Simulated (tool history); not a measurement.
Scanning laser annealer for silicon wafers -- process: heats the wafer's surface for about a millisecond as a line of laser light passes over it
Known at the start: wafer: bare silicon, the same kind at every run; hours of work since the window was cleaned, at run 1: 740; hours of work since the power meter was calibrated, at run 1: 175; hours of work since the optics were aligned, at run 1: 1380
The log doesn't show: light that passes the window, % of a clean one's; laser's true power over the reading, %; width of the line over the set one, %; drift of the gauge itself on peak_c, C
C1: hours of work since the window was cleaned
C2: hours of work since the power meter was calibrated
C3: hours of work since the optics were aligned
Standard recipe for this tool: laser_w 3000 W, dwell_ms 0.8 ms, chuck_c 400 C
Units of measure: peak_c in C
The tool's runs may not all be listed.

{"run": 1, "hour": 0.0, "laser_w": 3000, "dwell_ms": 0.8, "chuck_c": 400, "C1": 740, "C2": 175, "C3": 1380, "peak_c": 1088}
{"run": 2, "hour": 7.9, "laser_w": 3000, "dwell_ms": 0.8, "chuck_c": 400, "C1": 745, "C2": 180, "C3": 1384, "peak_c": 1092}
{"run": 3, "hour": 18.9, "laser_w": 3055, "dwell_ms": 0.8, "chuck_c": 400, "C1": 751, "C2": 186, "C3": 1391, "peak_c": 1102}
{"run": 4, "hour": 35.7, "laser_w": 3055, "dwell_ms": 0.8, "chuck_c": 400, "C1": 761, "C2": 196, "C3": 1401, "peak_c": 1104}
{"hour": 44.5, "done": "window over the wafer cleaned"}
{"run": 5, "hour": 56.3, "laser_w": 3055, "dwell_ms": 0.8, "chuck_c": 400, "C1": 7, "C2": 207, "C3": 1412, "peak_c": 1130}
{"run": 6, "hour": 66.6, "laser_w": 3055, "dwell_ms": 0.8, "chuck_c": 400, "C1": 13, "C2": 213, "C3": 1418, "peak_c": 1131}
{"run": 7, "hour": 79.9, "laser_w": 3000, "dwell_ms": 0.8, "chuck_c": 400, "C1": 21, "C2": 221, "C3": 1425, "peak_c": 1119}
{"run": 8, "hour": 97.0, "laser_w": 3000, "dwell_ms": 0.8, "chuck_c": 400, "C1": 31, "C2": 231, "C3": 1435, "peak_c": 1120}
{"run": 9, "hour": 108.4, "laser_w": 3000, "dwell_ms": 0.8, "chuck_c": 400, "C1": 37, "C2": 238, "C3": 1442, "peak_c": 1115}
{"run": 10, "hour": 125.1, "laser_w": 3000, "dwell_ms": 0.8, "chuck_c": 400, "C1": 47, "C2": 247, "C3": 1452, "peak_c": 1116}
{"run": 11, "hour": 142.4, "laser_w": 3000, "dwell_ms": 0.8, "chuck_c": 400, "C1": 57, "C2": 258, "C3": 1462, "peak_c": 1118}
{"run": 12, "hour": 157.1, "laser_w": 2708, "dwell_ms": 0.8, "chuck_c": 400, "C1": 66, "C2": 266, "C3": 1471, "peak_c": 1048}
{"run": 13, "hour": 167.1, "laser_w": 2708, "dwell_ms": 0.8, "chuck_c": 400, "C1": 72, "C2": 272, "C3": 1476, "peak_c": 1047}
{"run": 14, "hour": 177.3, "laser_w": 2708, "dwell_ms": 0.8, "chuck_c": 400, "C1": 78, "C2": 278, "C3": 1482, "peak_c": 1045}
{"run": 15, "hour": 192.2, "laser_w": 2708, "dwell_ms": 0.8, "chuck_c": 400, "C1": 86, "C2": 287, "C3": 1491, "peak_c": 1046}
{"run": 16, "hour": 207.7, "laser_w": 2708, "dwell_ms": 0.8, "chuck_c": 400, "C1": 96, "C2": 296, "C3": 1500, "peak_c": 1047}
{"run": 17, "hour": 215.5, "laser_w": 2708, "dwell_ms": 0.8, "chuck_c": 400, "C1": 100, "C2": 300, "C3": 1505, "peak_c": 1047}
{"run": 18, "hour": 229.8, "laser_w": 2708, "dwell_ms": 0.8, "chuck_c": 400, "C1": 109, "C2": 309, "C3": 1513, "peak_c": 1045}
{"run": 19, "hour": 246.3, "laser_w": 2708, "dwell_ms": 0.8, "chuck_c": 400, "C1": 118, "C2": 318, "C3": 1523, "peak_c": 1046}
{"run": 20, "hour": 257.6, "laser_w": 2708, "dwell_ms": 0.8, "chuck_c": 400, "C1": 125, "C2": 325, "C3": 1529, "peak_c": 1046}
{"run": 21, "hour": 265.6, "laser_w": 3000, "dwell_ms": 0.8, "chuck_c": 379, "C1": 130, "C2": 330, "C3": 1534, "peak_c": 1091}
{"run": 22, "hour": 274.0, "laser_w": 2653, "dwell_ms": 0.958, "chuck_c": 415, "C1": 134, "C2": 335, "C3": 1539, "peak_c": 1119}
{"run": 23, "hour": 290.7, "laser_w": 2886, "dwell_ms": 0.8, "chuck_c": 415, "C1": 144, "C2": 344, "C3": 1549, "peak_c": 1099}
{"run": 24, "hour": 304.8, "laser_w": 2886, "dwell_ms": 0.8, "chuck_c": 415, "C1": 152, "C2": 353, "C3": 1557, "peak_c": 1103}
{"run": 25, "hour": 320.5, "laser_w": 2886, "dwell_ms": 0.772, "chuck_c": 406, "C1": 162, "C2": 362, "C3": 1566, "peak_c": 1077}
{"run": 26, "hour": 329.2, "laser_w": 2661, "dwell_ms": 0.8, "chuck_c": 413, "C1": 167, "C2": 367, "C3": 1571, "peak_c": 1045}
{"run": 27, "hour": 341.7, "laser_w": 3050, "dwell_ms": 0.774, "chuck_c": 400, "C1": 174, "C2": 374, "C3": 1579, "peak_c": 1111}
{"run": 28, "hour": 360.5, "laser_w": 2741, "dwell_ms": 0.818, "chuck_c": 393, "C1": 185, "C2": 385, "C3": 1590, "peak_c": 1054}
{"run": 29, "hour": 370.0, "laser_w": 3158, "dwell_ms": 0.772, "chuck_c": 393, "C1": 191, "C2": 391, "C3": 1595, "peak_c": 1123}
{"run": 30, "hour": 379.2, "laser_w": 3158, "dwell_ms": 0.772, "chuck_c": 393, "C1": 196, "C2": 396, "C3": 1601, "peak_c": 1127}
{"run": 31, "hour": 395.5, "laser_w": 3158, "dwell_ms": 0.772, "chuck_c": 393, "C1": 206, "C2": 406, "C3": 1610, "peak_c": 1121}
{"hour": 402.1, "done": "optics aligned, line set to its width"}
{"run": 32, "hour": 411.6, "laser_w": 2786, "dwell_ms": 0.8, "chuck_c": 400, "C1": 212, "C2": 412, "C3": 6, "peak_c": 1063}
{"run": 33, "hour": 426.1, "laser_w": 2786, "dwell_ms": 0.8, "chuck_c": 400, "C1": 221, "C2": 421, "C3": 14, "peak_c": 1061}
{"run": 34, "hour": 435.0, "laser_w": 2608, "dwell_ms": 0.611, "chuck_c": 435, "C1": 226, "C2": 426, "C3": 19, "peak_c": 963}
{"run": 35, "hour": 450.3, "laser_w": 2608, "dwell_ms": 0.611, "chuck_c": 417, "C1": 235, "C2": 435, "C3": 28, "peak_c": 947}
{"run": 36, "hour": 466.2, "laser_w": 2925, "dwell_ms": 0.567, "chuck_c": 390, "C1": 244, "C2": 444, "C3": 38, "peak_c": 957}
{"run": 37, "hour": 476.7, "laser_w": 2925, "dwell_ms": 0.567, "chuck_c": 390, "C1": 250, "C2": 450, "C3": 44, "peak_c": 956}
{"run": 38, "hour": 485.0, "laser_w": 2925, "dwell_ms": 0.567, "chuck_c": 390, "C1": 255, "C2": 455, "C3": 49, "peak_c": 952}
{"run": 39, "hour": 493.0, "laser_w": 2865, "dwell_ms": 0.678, "chuck_c": 366, "C1": 260, "C2": 460, "C3": 53, "peak_c": 980}
{"run": 40, "hour": 509.8, "laser_w": 2865, "dwell_ms": 0.678, "chuck_c": 366, "C1": 270, "C2": 470, "C3": 63, "peak_c": 980}
{"run": 41, "hour": 528.7, "laser_w": 3062, "dwell_ms": 0.8, "chuck_c": 400, "C1": 281, "C2": 481, "C3": 74, "peak_c": 1124}
{"run": 42, "hour": 538.4, "laser_w": 3143, "dwell_ms": 0.844, "chuck_c": 389, "C1": 286, "C2": 487, "C3": 80, "peak_c": 1156}

Some steps in peak_c between neighbouring runs. How much of each would the tool show without its hidden state too (settings, what came in, random variation), and how much is left for the hidden state, with any gauge scatter that isn't in both results?
Run 4 -> 5: window over the wafer cleaned. peak_c +26 C: hidden state +31, all else -5.
Run 11 -> 12: laser_w 3000 -> 2708. peak_c -70 C: hidden state +0, all else -70.
Run 31 -> 32: laser_w 3158 -> 2786, dwell_ms 0.772 -> 0.8, chuck_c 393 -> 400, optics aligned, line set to its width. peak_c -58 C: hidden state +4, all else -62.
Run 33 -> 34: laser_w 2786 -> 2608, dwell_ms 0.8 -> 0.611, chuck_c 400 -> 435. peak_c -98 C: hidden state +3, all else -101.
Run 40 -> 41: laser_w 2865 -> 3062, dwell_ms 0.678 -> 0.8, chuck_c 366 -> 400. peak_c +144 C: hidden state -4, all else +148.
